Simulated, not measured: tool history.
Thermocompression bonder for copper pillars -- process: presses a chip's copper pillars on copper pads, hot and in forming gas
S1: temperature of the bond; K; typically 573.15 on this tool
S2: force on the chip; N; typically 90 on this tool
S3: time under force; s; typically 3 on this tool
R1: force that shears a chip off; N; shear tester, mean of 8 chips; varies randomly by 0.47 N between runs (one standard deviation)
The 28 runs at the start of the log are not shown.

{"run": 29, "hour": 408.0, "S1": 548.15, "S2": 134, "S3": 5, "R1": 62.1}
{"run": 30, "hour": 428.0, "S1": 548.15, "S2": 134, "S3": 5, "R1": 61.9}
{"run": 31, "hour": 445.8, "S1": 572.15, "S2": 90, "S3": 3, "R1": 55.2}
{"run": 32, "hour": 456.2, "S1": 582.15, "S2": 135, "S3": 2, "R1": 66.1}
{"run": 33, "hour": 472.7, "S1": 568.15, "S2": 102, "S3": 2, "R1": 50.5}
{"run": 34, "hour": 486.1, "S1": 580.15, "S2": 87, "S3": 2, "R1": 52.7}
{"run": 35, "hour": 494.7, "S1": 580.15, "S2": 87, "S3": 2, "R1": 51.6}
{"run": 36, "hour": 511.7, "S1": 580.15, "S2": 87, "S3": 2, "R1": 51.7}
{"run": 37, "hour": 532.4, "S1": 580.15, "S2": 87, "S3": 2, "R1": 51.3}
{"hour": 549.9, "done": "forming gas filter changed"}
{"run": 38, "hour": 550.1, "S1": 550.15, "S2": 102, "S3": 3, "R1": 47.6}
{"run": 39, "hour": 559.6, "S1": 565.15, "S2": 108, "S3": 3, "R1": 57.9}
{"run": 40, "hour": 578.4, "S1": 565.15, "S2": 73, "S3": 8, "R1": 61.9}
{"run": 41, "hour": 599.3, "S1": 573.15, "S2": 90, "S3": 7, "R1": 69.5}

Consider 3 possible next runs. They are alternatives, not a sequence: every one starts from the tool as it was left by run 41. What does each give?
{"run": "A", "hour": 612.9, "S1": 559.15, "S2": 90, "S3": 7, "R1": "?"}
{"run": "B", "hour": 612.9, "S1": 561.15, "S2": 90, "S3": 2, "R1": "?"}
{"run": "C", "hour": 612.9, "S1": 570.15, "S2": 58, "S3": 4, "R1": "?"}

run=A R1=62.0
run=B R1=43.2
run=C R1=46.8
What these runs would have given with no unlogged condition in the tool:
run=A R1=63.8
run=B R1=44.8
run=C R1=48.4
